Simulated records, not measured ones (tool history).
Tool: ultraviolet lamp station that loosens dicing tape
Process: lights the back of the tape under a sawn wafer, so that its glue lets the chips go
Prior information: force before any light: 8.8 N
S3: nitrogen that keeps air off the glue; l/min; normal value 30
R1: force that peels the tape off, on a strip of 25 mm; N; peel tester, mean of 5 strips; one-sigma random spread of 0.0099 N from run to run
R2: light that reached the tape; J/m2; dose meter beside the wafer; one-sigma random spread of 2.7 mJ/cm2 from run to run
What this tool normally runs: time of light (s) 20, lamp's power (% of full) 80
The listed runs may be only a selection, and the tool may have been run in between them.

Run 1, day 0.000: usual settings. Result: R1 0.796 N, R2 2760 J/m2.
Run 2, day 2.029: usual settings but lamp's power (% of full) 61. Result: R1 1.341 N, R2 2100 J/m2.
Run 3, day 3.946: usual settings but lamp's power (% of full) 61. Result: R1 1.442 N, R2 2090 J/m2.
Run 4, day 5.346: usual settings but lamp's power (% of full) 61. Result: R1 1.420 N, R2 2070 J/m2.
Run 5, day 7.033: usual settings. Result: R1 0.835 N, R2 2730 J/m2.
Run 6, day 8.562: usual settings. Result: R1 0.841 N, R2 2660 J/m2.
Run 7, day 11.125: usual settings. Result: R1 0.870 N, R2 2620 J/m2.
Run 8, day 13.096: usual settings. Result: R1 0.900 N, R2 2590 J/m2.
Run 9, day 15.429: usual settings. Result: R1 0.914 N, R2 2560 J/m2.
Run 10, day 17.054: usual settings. Result: R1 0.955 N, R2 2540 J/m2.
Run 11, day 18.333: usual settings but time of light (s) 13. Result: R1 2.049 N, R2 1670 J/m2.
Run 12, day 20.688: usual settings. Result: R1 0.990 N, R2 2480 J/m2.
Run 13, day 21.929: usual settings. Result: R1 1.002 N, R2 2480 J/m2.
Run 14, day 23.521: usual settings. Result: R1 1.005 N, R2 2460 J/m2.
At day 23.762: window cleaned of glue's vapour.
Run 15, day 25.762: usual settings. Result: R1 0.756 N, R2 2810 J/m2.
Run 16, day 28.162: usual settings but time of light (s) 14. Result: R1 1.598 N, R2 1930 J/m2.
Run 17, day 29.721: usual settings but time of light (s) 14. Result: R1 1.606 N, R2 1890 J/m2.
Run 18, day 30.846: usual settings but time of light (s) 14. Result: R1 1.620 N, R2 1920 J/m2.
Run 19, day 32.096: usual settings but time of light (s) 14. Result: R1 1.674 N, R2 1890 J/m2.
Run 20, day 33.817: usual settings. Result: R1 0.852 N, R2 2680 J/m2.
Run 21, day 35.150: usual settings but lamp's power (% of full) 95. Result: R1 0.562 N, R2 3160 J/m2.
Run 22, day 37.829: usual settings but time of light (s) 10, lamp's power (% of full) 77, S3 25 l/min. Result: R1 2.974 N, R2 1240 J/m2.
Run 23, day 39.788: usual settings but time of light (s) 27, lamp's power (% of full) 99, S3 20 l/min. Result: R1 0.331 N, R2 4280 J/m2.
Run 24, day 41.700: usual settings but time of light (s) 11, lamp's power (% of full) 75, S3 20 l/min. Result: R1 3.105 N, R2 1330 J/m2.
Run 25, day 43.583: usual settings but time of light (s) 11, lamp's power (% of full) 75, S3 20 l/min. Result: R1 3.206 N, R2 1310 J/m2.
At day 43.862: lamp changed.
Run 26, day 45.954: usual settings but time of light (s) 11, lamp's power (% of full) 75, S3 20 l/min. Result: R1 2.291 N, R2 1680 J/m2.
Run 27, day 47.117: usual settings but time of light (s) 27. Result: R1 0.217 N, R2 4450 J/m2.
Run 28, day 49.508: usual settings but lamp's power (% of full) 76, S3 16 l/min. Result: R1 0.967 N, R2 3060 J/m2.
Run 29, day 50.742: usual settings but time of light (s) 40. Result: R1 0.079 N, R2 6350 J/m2.
Run 30, day 52.358: usual settings but time of light (s) 24, lamp's power (% of full) 81, S3 58 l/min. Result: R1 0.196 N, R2 3830 J/m2.
Run 31, day 55.021: usual settings but time of light (s) 14. Result: R1 1.242 N, R2 2180 J/m2.
Run 32, day 56.825: usual settings but time of light (s) 37, lamp's power (% of full) 61. Result: R1 0.213 N, R2 4310 J/m2.
Run 33, day 59.162: usual settings but time of light (s) 37. Result: R1 0.107 N, R2 5700 J/m2.
Run 34, day 60.296: usual settings but lamp's power (% of full) 96, S3 12 l/min. Result: R1 0.804 N, R2 3690 J/m2.
Run 35, day 62.633: usual settings but time of light (s) 36, lamp's power (% of full) 87, S3 15 l/min. Result: R1 0.169 N, R2 5850 J/m2.
Run 36, day 63.933: usual settings but time of light (s) 36, lamp's power (% of full) 93, S3 23 l/min. Result: R1 0.103 N, R2 6290 J/m2.
Run 37, day 66.133: usual settings but time of light (s) 13. Result: R1 1.576 N, R2 1950 J/m2.
Run 38, day 67.575: usual settings but time of light (s) 33, lamp's power (% of full) 79, S3 12 l/min. Result: R1 0.395 N, R2 4830 J/m2.
Run 39, day 69.967: usual settings but time of light (s) 24. Result: R1 0.441 N, R2 3510 J/m2.
Run 40, day 72.417: usual settings but lamp's power (% of full) 73, S3 19 l/min. Result: R1 1.189 N, R2 2630 J/m2.
Run 41, day 74.958: usual settings but time of light (s) 37, lamp's power (% of full) 86, S3 29 l/min. Result: R1 0.106 N, R2 5670 J/m2.

Measured result minus the same run's result without the hidden state. Both carry the same run-to-run variation, though not necessarily the same gauge scatter:
What the log doesn't record here: lamp's light, % of a new lamp's; light that the window lets through, % of a clean one's; drift of the gauge itself on peel_n, %; drift of the gauge itself on dose_mj_cm2, %.
run      R1     R2
  1  +0.357   -730
  2  +0.522   -580
  3  +0.573   -600
  4  +0.577   -620
  5  +0.411   -840
  6  +0.422   -850
  7  +0.451   -890
  8  +0.470   -910
  9  +0.495   -950
 10  +0.525   -970
 11  +0.872   -640
 12  +0.560  -1010
 13  +0.575  -1020
 14  +0.584  -1060
 15  +0.337   -720
 16  +0.589   -530
 17  +0.604   -550
 18  +0.615   -550
 19  +0.649   -570
 20  +0.422   -840
 21  +0.308  -1020
 22  +0.898   -440
 23  +0.200  -1540
 24  +0.981   -490
 25  +1.035   -500
 26  +0.208   -130
 27  +0.044   -340
 28  +0.168   -280
 29  +0.012   -610
 30  +0.051   -410
 31  +0.250   -260
 32  +0.065   -560
 33  +0.029   -820
 34  +0.229   -550
 35  +0.061   -960
 36  +0.030  -1070
 37  +0.412   -350
 38  +0.158   -920
 39  +0.186   -720
 40  +0.415   -590
 41  +0.041  -1350
